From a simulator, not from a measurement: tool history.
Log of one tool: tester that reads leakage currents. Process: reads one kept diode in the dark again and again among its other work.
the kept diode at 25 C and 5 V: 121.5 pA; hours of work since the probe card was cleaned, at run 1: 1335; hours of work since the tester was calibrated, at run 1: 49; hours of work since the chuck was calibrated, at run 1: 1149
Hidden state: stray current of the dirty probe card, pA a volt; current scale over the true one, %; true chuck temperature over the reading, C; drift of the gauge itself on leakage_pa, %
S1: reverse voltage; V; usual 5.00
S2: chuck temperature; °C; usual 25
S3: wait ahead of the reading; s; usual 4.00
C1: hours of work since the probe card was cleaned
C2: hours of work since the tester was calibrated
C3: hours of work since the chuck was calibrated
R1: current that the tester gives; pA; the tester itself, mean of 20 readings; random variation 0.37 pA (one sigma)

run    hour     S1  S2    S3    C1    C2    C3       R1
  1     0.0   5.00  25  4.00  1335    49  1149   134.34
  2   117.6   5.00  25  4.00  1400   114  1214   134.95
  3   227.7   5.00  25  4.00  1460   174  1275   135.48
  4   314.0   5.00  25  4.00  1508   222  1322   135.99
  5   396.5  14.20  25  4.00  1553   267  1368   222.79
  6   513.1  14.20  25  4.00  1618   332  1432   223.85
      556.5  -- chuck's temperature calibrated
  7   620.2  14.20  25  4.00  1676   390    35   209.83
  8   700.0  14.20  25  4.00  1719   433    79   211.23
  9   816.5  14.20  25  4.00  1784   498   143   212.81
 10   919.3   5.00  25  2.19  1840   554   200   130.33
 11   981.6   5.00  25  4.00  1875   589   234   130.93
 12  1057.9   5.00  25  4.00  1917   631   276   131.03
 13  1147.6   5.00  25  0.62  1966   680   326   132.91
 14  1270.1   5.00  25  0.62  2033   747   393   133.96
 15  1387.7   5.00  25  0.62  2098   812   458   134.23
     1450.8  -- probe card cleaned and baked
 16  1475.4   5.00  25  0.62    14   859   505   126.86
 17  1558.4   5.00  25  2.06    59   905   550   125.24
 18  1667.1   5.00  25  2.06   119   965   610   126.75
 19  1768.4   5.00  25  2.06   175  1020   666   127.27
 20  1882.7   5.00  25  2.06   238  1083   729   128.03
 21  1949.1   5.00  25  2.06   274  1120   765   128.82
 22  2022.5   6.20  46  0.88   315  1160   806   821.85
 23  2140.5   1.74  25  0.69   380  1225   871    82.05
 24  2237.8   5.00  34  4.00   433  1279   924   283.01
 25  2290.6   5.00  34  4.00   463  1308   954   282.63
 26  2381.8   5.00  34  4.00   513  1358  1004   283.22
 27  2482.3  10.84  24  0.45   568  1414  1059   174.36
 28  2599.4   5.00  25  1.51   633  1478  1124   131.21
 29  2722.7   5.00  25  1.51   701  1546  1192   132.75
 30  2833.1   5.00  25  1.51   761  1607  1252   133.38
 31  2919.6   5.00  25  1.51   809  1654  1300   133.31
 32  3011.1  15.72  51  0.44   859  1705  1350  1852.63
 33  3089.7   4.83  30  0.40   903  1748  1394   205.33
 34  3144.5   3.64  58  5.20   933  1778  1424  1674.21
     3197.9  -- chuck's temperature calibrated
 35  3211.2   5.00  25  1.49   969  1814     7   126.47
 36  3270.8   4.47  49  1.80  1001  1847    40   872.47
 37  3330.7   9.20  42  4.00  1034  1880    73   691.31
 38  3439.7   9.20  42  4.00  1094  1940   133   691.67
 39  3491.4   5.98  50  1.31  1123  1968   162  1081.99
 40  3610.0   5.00  40  4.00  1188  2034   227   453.54
 41  3690.9   5.00  57  7.90  1233  2078   272  1690.31

Some steps in R1 between neighbouring runs. How much of each would the tool show without its hidden state too (settings, what came in, random variation), and how much is left for the hidden state, with any gauge scatter that isn't in both results?
Run 31 -> 32: S1 5.00 -> 15.72, S2 25 -> 51, S3 1.51 -> 0.44. R1 +1719.32 pA: hidden state +104.84, all else +1614.48.
Run 32 -> 33: S1 15.72 -> 4.83, S2 51 -> 30, S3 0.44 -> 0.40. R1 -1647.30 pA: hidden state -99.59, all else -1547.71.
Run 34 -> 35: S1 3.64 -> 5.00, S2 58 -> 25, S3 5.20 -> 1.49, chuck's temperature calibrated. R1 -1547.74 pA: hidden state -96.72, all else -1451.02.

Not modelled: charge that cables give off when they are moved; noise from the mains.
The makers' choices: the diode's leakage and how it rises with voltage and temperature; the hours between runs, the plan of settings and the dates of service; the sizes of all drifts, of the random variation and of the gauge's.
